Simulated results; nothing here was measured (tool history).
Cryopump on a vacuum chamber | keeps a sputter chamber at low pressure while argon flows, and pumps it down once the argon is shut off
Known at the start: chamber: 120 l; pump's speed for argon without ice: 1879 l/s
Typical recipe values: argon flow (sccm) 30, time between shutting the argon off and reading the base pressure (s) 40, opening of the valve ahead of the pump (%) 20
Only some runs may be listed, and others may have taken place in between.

run     day  argon flow (sccm)  time between shutting the argon off and reading the base pressure (s)  opening of the valve ahead of the pump (%)  pressure while argon flows (Pa)  pressure after the wait (uPa)
  1   0.000                 30                                                                     40                                          20                           0.1427                           1.65
  2   0.908                 30                                                                     46                                          20                           0.1432                           1.55
  3   2.242                 30                                                                     46                                          20                           0.1438                           1.52
  4   3.350                 30                                                                    179                                          20                           0.1440                           0.62
  5   4.004                 30                                                                    179                                          20                           0.1441                           0.59
  6   4.617                 30                                                                    179                                          20                           0.1446                           0.64
  7   5.275                 30                                                                    179                                          20                           0.1447                           0.62
  8   6.446                 30                                                                     40                                          20                           0.1447                           1.79
  9   7.238                 30                                                                     40                                          20                           0.1452                           1.74
      7.508  -- pump warmed up, emptied and cooled again
 10   8.783                 30                                                                     40                                          37                           0.0726                           1.65
 11   9.979                 30                                                                     40                                          37                           0.0730                           1.72
 12  10.696                 30                                                                     40                                          37                           0.0737                           1.72
 13  11.900                 30                                                                     40                                          37                           0.0740                           1.66
 14  12.950                 30                                                                     40                                          37                           0.0746                           1.72
 15  13.921                 30                                                                     99                                          20                           0.1359                           0.84
 16  14.717                 30                                                                     99                                          20                           0.1368                           0.83
 17  15.400                 30                                                                     40                                          56                           0.0502                           1.78
 18  16.750                 30                                                                     37                                          15                           0.1814                           1.84
 19  17.500                 32                                                                     26                                          50                           0.0597                           2.56
 20  18.612                 28                                                                     40                                          20                           0.1275                           1.74
 21  19.812                 28                                                                     40                                          20                           0.1275                           1.65
 22  21.083                 28                                                                     40                                          20                           0.1283                           1.75
 23  22.225                 22                                                                    268                                          20                           0.1008                           0.53
 24  23.221                 22                                                                    268                                          20                           0.1005                           0.50
 25  24.154                 23                                                                     40                                          34                           0.0635                           1.79
 26  25.325                 14                                                                     32                                          28                           0.0471                           2.15
 27  26.208                 21                                                                     62                                          27                           0.0722                           1.24
 28  27.400                 41                                                                    166                                          25                           0.1524                           0.66
 29  28.342                 36                                                                     41                                          26                           0.1294                           1.77
 30  29.229                 36                                                                     42                                          41                           0.0845                           1.70
 31  30.467                 36                                                                     42                                          41                           0.0848                           1.70
 32  31.721                 36                                                                     42                                          41                           0.0838                           1.74
 33  32.638                 25                                                                     93                                          20                           0.1155                           1.07
 34  33.708                 25                                                                    226                                          24                           0.0978                           0.65

3 options for the next run, each taken on its own from the tool as it stands now. Forecast them:
  A  35.042                 25                                                                     35                                          32                                ?                              ?
  B  35.042                 55                                                                     28                                          22                                ?                              ?
  C  35.042                 28                                                                    226                                          17                                ?                              ?

run  pressure while argon flows (Pa)  pressure after the wait (uPa)
  A                           0.0749                           2.02
  B                           0.2341                           2.47
  C                           0.1528                           0.64
Without the tool's unlogged condition, the same runs would have read:
run  pressure while argon flows (Pa)  pressure after the wait (uPa)
  A                           0.0706                           1.80
  B                           0.2246                           2.25
  C                           0.1480                           0.42
